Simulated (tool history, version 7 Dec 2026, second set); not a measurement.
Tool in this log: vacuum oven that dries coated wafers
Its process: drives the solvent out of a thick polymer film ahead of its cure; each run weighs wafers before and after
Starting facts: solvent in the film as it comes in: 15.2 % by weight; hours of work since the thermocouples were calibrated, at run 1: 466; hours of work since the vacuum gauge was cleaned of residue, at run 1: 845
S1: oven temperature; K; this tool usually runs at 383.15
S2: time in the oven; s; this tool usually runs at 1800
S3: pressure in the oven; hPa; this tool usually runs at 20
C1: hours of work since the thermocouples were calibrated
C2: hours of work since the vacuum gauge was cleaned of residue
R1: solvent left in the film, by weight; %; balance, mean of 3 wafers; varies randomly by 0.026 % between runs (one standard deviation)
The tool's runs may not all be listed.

{"run": 1, "hour": 0.0, "S1": 383.15, "S2": 1800, "S3": 20, "C1": 466, "C2": 845, "R1": 2.46}
{"run": 2, "hour": 26.0, "S1": 383.15, "S2": 1800, "S3": 20, "C1": 483, "C2": 863, "R1": 2.42}
{"run": 3, "hour": 52.9, "S1": 383.15, "S2": 1140, "S3": 20, "C1": 501, "C2": 881, "R1": 3.73}
{"run": 4, "hour": 84.9, "S1": 383.15, "S2": 1800, "S3": 21.1, "C1": 523, "C2": 902, "R1": 2.47}
{"run": 5, "hour": 102.4, "S1": 383.15, "S2": 2580, "S3": 21.1, "C1": 535, "C2": 914, "R1": 1.97}
{"run": 6, "hour": 119.3, "S1": 383.15, "S2": 2580, "S3": 21.1, "C1": 546, "C2": 926, "R1": 2.01}
{"run": 7, "hour": 140.4, "S1": 383.15, "S2": 960, "S3": 21.1, "C1": 560, "C2": 940, "R1": 4.42}
{"run": 8, "hour": 163.1, "S1": 383.15, "S2": 2520, "S3": 21.1, "C1": 576, "C2": 955, "R1": 1.98}
{"run": 9, "hour": 187.9, "S1": 383.15, "S2": 2520, "S3": 21.1, "C1": 592, "C2": 972, "R1": 2.01}
{"run": 10, "hour": 202.1, "S1": 383.15, "S2": 2520, "S3": 21.1, "C1": 602, "C2": 981, "R1": 2.04}
{"run": 11, "hour": 230.6, "S1": 373.15, "S2": 1800, "S3": 20, "C1": 621, "C2": 1001, "R1": 4.41}
{"run": 12, "hour": 262.0, "S1": 383.15, "S2": 1800, "S3": 20, "C1": 642, "C2": 1022, "R1": 2.51}
{"run": 13, "hour": 283.4, "S1": 383.15, "S2": 1800, "S3": 37.1, "C1": 657, "C2": 1036, "R1": 3.62}
{"run": 14, "hour": 315.3, "S1": 383.15, "S2": 1800, "S3": 20, "C1": 678, "C2": 1058, "R1": 2.46}
{"run": 15, "hour": 345.0, "S1": 383.15, "S2": 1800, "S3": 20, "C1": 698, "C2": 1078, "R1": 2.5}
{"hour": 349.9, "done": "oven's thermocouples calibrated"}
{"run": 16, "hour": 373.0, "S1": 381.15, "S2": 1800, "S3": 20, "C1": 16, "C2": 1095, "R1": 2.81}
{"run": 17, "hour": 394.3, "S1": 383.15, "S2": 1800, "S3": 20, "C1": 30, "C2": 1110, "R1": 2.43}
{"run": 18, "hour": 420.4, "S1": 383.15, "S2": 1140, "S3": 20, "C1": 47, "C2": 1127, "R1": 3.7}
{"run": 19, "hour": 447.8, "S1": 383.15, "S2": 1020, "S3": 20, "C1": 66, "C2": 1146, "R1": 4.14}
{"run": 20, "hour": 477.2, "S1": 383.15, "S2": 1020, "S3": 20, "C1": 86, "C2": 1165, "R1": 4.12}
{"run": 21, "hour": 491.3, "S1": 383.15, "S2": 1020, "S3": 20, "C1": 95, "C2": 1175, "R1": 4.13}
{"run": 22, "hour": 518.1, "S1": 386.15, "S2": 1020, "S3": 20, "C1": 113, "C2": 1193, "R1": 3.5}
{"hour": 535.9, "done": "oven's thermocouples calibrated, once more"}
{"run": 23, "hour": 544.8, "S1": 395.15, "S2": 960, "S3": 20, "C1": 6, "C2": 1210, "R1": 2.24}
{"run": 24, "hour": 577.3, "S1": 383.15, "S2": 2160, "S3": 18.7, "C1": 28, "C2": 1232, "R1": 2.15}
{"run": 25, "hour": 609.6, "S1": 397.15, "S2": 1080, "S3": 20, "C1": 50, "C2": 1253, "R1": 1.68}
{"run": 26, "hour": 640.6, "S1": 374.15, "S2": 900, "S3": 20, "C1": 71, "C2": 1274, "R1": 6.89}
{"hour": 656.6, "done": "vacuum gauge cleaned of residue and calibrated"}
{"run": 27, "hour": 658.0, "S1": 393.15, "S2": 2460, "S3": 34, "C1": 81, "C2": 1, "R1": 1.73}
{"run": 28, "hour": 676.6, "S1": 391.15, "S2": 960, "S3": 35.5, "C1": 94, "C2": 13, "R1": 3.31}
{"run": 29, "hour": 702.2, "S1": 392.15, "S2": 2340, "S3": 79.8, "C1": 111, "C2": 31, "R1": 4.13}
{"run": 30, "hour": 723.1, "S1": 392.15, "S2": 2340, "S3": 79.8, "C1": 125, "C2": 45, "R1": 4.2}
{"run": 31, "hour": 742.6, "S1": 387.15, "S2": 2340, "S3": 10.2, "C1": 138, "C2": 58, "R1": 0.85}
{"run": 32, "hour": 763.6, "S1": 387.15, "S2": 2340, "S3": 10.2, "C1": 152, "C2": 72, "R1": 0.81}
{"run": 33, "hour": 786.9, "S1": 387.15, "S2": 2340, "S3": 10.2, "C1": 168, "C2": 88, "R1": 0.81}
{"run": 34, "hour": 809.7, "S1": 395.15, "S2": 1020, "S3": 63.9, "C1": 183, "C2": 103, "R1": 3.72}
{"run": 35, "hour": 831.5, "S1": 395.15, "S2": 1020, "S3": 63.9, "C1": 198, "C2": 118, "R1": 3.74}
{"run": 36, "hour": 863.9, "S1": 385.15, "S2": 1020, "S3": 63.9, "C1": 220, "C2": 140, "R1": 5.89}
{"run": 37, "hour": 890.5, "S1": 390.15, "S2": 1800, "S3": 78.7, "C1": 238, "C2": 158, "R1": 4.53}
{"run": 38, "hour": 913.2, "S1": 380.15, "S2": 2220, "S3": 78.7, "C1": 253, "C2": 173, "R1": 6.57}

Entry by entry between the runs, the difference in hidden state between the last listed run before and the first listed run after:
Run 15 -> run 16: oven's thermocouples calibrated (hour 349.9)
  true wafer temperature over the reading, C: 0.27 -> 0.42; true pressure over the reading, kPa: 0.476 -> 0.484
  measured result minus the result with no hidden state, R1: +0.27 -> +0.26 %
Run 22 -> run 23: oven's thermocouples calibrated, once more (hour 535.9)
  true wafer temperature over the reading, C: 0.49 -> -0.02; true pressure over the reading, kPa: 0.529 -> 0.535
  measured result minus the result with no hidden state, R1: +0.18 -> +0.23 %
Run 26 -> run 27: vacuum gauge cleaned of residue and calibrated (hour 656.6)
  true wafer temperature over the reading, C: 0.03 -> 0.04; true pressure over the reading, kPa: 0.564 -> 0.001
  measured result minus the result with no hidden state, R1: +0.34 -> +0 %
